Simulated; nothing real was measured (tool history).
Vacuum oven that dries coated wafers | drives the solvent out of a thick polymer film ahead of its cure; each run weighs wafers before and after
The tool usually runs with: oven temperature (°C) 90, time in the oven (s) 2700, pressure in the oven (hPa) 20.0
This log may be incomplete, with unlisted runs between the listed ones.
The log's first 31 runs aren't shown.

{"run": 32, "hour": 2617.4, "oven temperature (°C)": 80, "time in the oven (s)": 1500, "pressure in the oven (hPa)": 13.5, "solvent left in the film (%)": 7.21}
{"hour": 2671.4, "done": "oven's thermocouples calibrated"}
{"run": 33, "hour": 2735.1, "oven temperature (°C)": 99, "time in the oven (s)": 4260, "pressure in the oven (hPa)": 10.4, "solvent left in the film (%)": 0.46}
{"run": 34, "hour": 2849.2, "oven temperature (°C)": 80, "time in the oven (s)": 2700, "pressure in the oven (hPa)": 45.2, "solvent left in the film (%)": 6.82}
{"run": 35, "hour": 2963.7, "oven temperature (°C)": 80, "time in the oven (s)": 2700, "pressure in the oven (hPa)": 45.2, "solvent left in the film (%)": 6.8}
{"run": 36, "hour": 3052.1, "oven temperature (°C)": 89, "time in the oven (s)": 1680, "pressure in the oven (hPa)": 57.7, "solvent left in the film (%)": 6.1}
{"hour": 3133.1, "done": "vacuum gauge cleaned of residue and calibrated"}
{"run": 37, "hour": 3152.8, "oven temperature (°C)": 89, "time in the oven (s)": 4800, "pressure in the oven (hPa)": 32.5, "solvent left in the film (%)": 2.23}
{"run": 38, "hour": 3226.7, "oven temperature (°C)": 89, "time in the oven (s)": 4800, "pressure in the oven (hPa)": 32.5, "solvent left in the film (%)": 2.23}
{"run": 39, "hour": 3313.0, "oven temperature (°C)": 90, "time in the oven (s)": 1440, "pressure in the oven (hPa)": 56.8, "solvent left in the film (%)": 6.24}
{"run": 40, "hour": 3371.6, "oven temperature (°C)": 82, "time in the oven (s)": 1440, "pressure in the oven (hPa)": 13.9, "solvent left in the film (%)": 6.84}
{"run": 41, "hour": 3483.7, "oven temperature (°C)": 82, "time in the oven (s)": 1440, "pressure in the oven (hPa)": 13.9, "solvent left in the film (%)": 6.79}
{"run": 42, "hour": 3570.9, "oven temperature (°C)": 97, "time in the oven (s)": 1440, "pressure in the oven (hPa)": 14.3, "solvent left in the film (%)": 2.57}
{"run": 43, "hour": 3673.2, "oven temperature (°C)": 103, "time in the oven (s)": 1620, "pressure in the oven (hPa)": 20.0, "solvent left in the film (%)": 1.29}
{"run": 44, "hour": 3792.7, "oven temperature (°C)": 79, "time in the oven (s)": 2820, "pressure in the oven (hPa)": 67.8, "solvent left in the film (%)": 8.39}
{"run": 45, "hour": 3848.9, "oven temperature (°C)": 79, "time in the oven (s)": 2820, "pressure in the oven (hPa)": 67.8, "solvent left in the film (%)": 8.42}
{"run": 46, "hour": 3916.2, "oven temperature (°C)": 79, "time in the oven (s)": 2820, "pressure in the oven (hPa)": 67.8, "solvent left in the film (%)": 8.39}
{"run": 47, "hour": 4007.4, "oven temperature (°C)": 100, "time in the oven (s)": 1800, "pressure in the oven (hPa)": 41.1, "solvent left in the film (%)": 2.34}
{"run": 48, "hour": 4083.0, "oven temperature (°C)": 89, "time in the oven (s)": 1920, "pressure in the oven (hPa)": 11.2, "solvent left in the film (%)": 3.45}

Here are 3 independent what-if runs from the current tool condition. What would each one return?
{"run": "A", "hour": 4148.6, "oven temperature (°C)": 98, "time in the oven (s)": 1440, "pressure in the oven (hPa)": 18.5, "solvent left in the film (%)": "?"}
{"run": "B", "hour": 4148.6, "oven temperature (°C)": 90, "time in the oven (s)": 1620, "pressure in the oven (hPa)": 20.0, "solvent left in the film (%)": "?"}
{"run": "C", "hour": 4148.6, "oven temperature (°C)": 89, "time in the oven (s)": 1920, "pressure in the oven (hPa)": 38.6, "solvent left in the film (%)": "?"}

run=A solvent_left_in_the_film_(%)=2.49
run=B solvent_left_in_the_film_(%)=4.25
run=C solvent_left_in_the_film_(%)=4.74
Without the tool's hidden state the same runs would have given:
run=A solvent_left_in_the_film_(%)=2.50
run=B solvent_left_in_the_film_(%)=4.25
run=C solvent_left_in_the_film_(%)=4.74

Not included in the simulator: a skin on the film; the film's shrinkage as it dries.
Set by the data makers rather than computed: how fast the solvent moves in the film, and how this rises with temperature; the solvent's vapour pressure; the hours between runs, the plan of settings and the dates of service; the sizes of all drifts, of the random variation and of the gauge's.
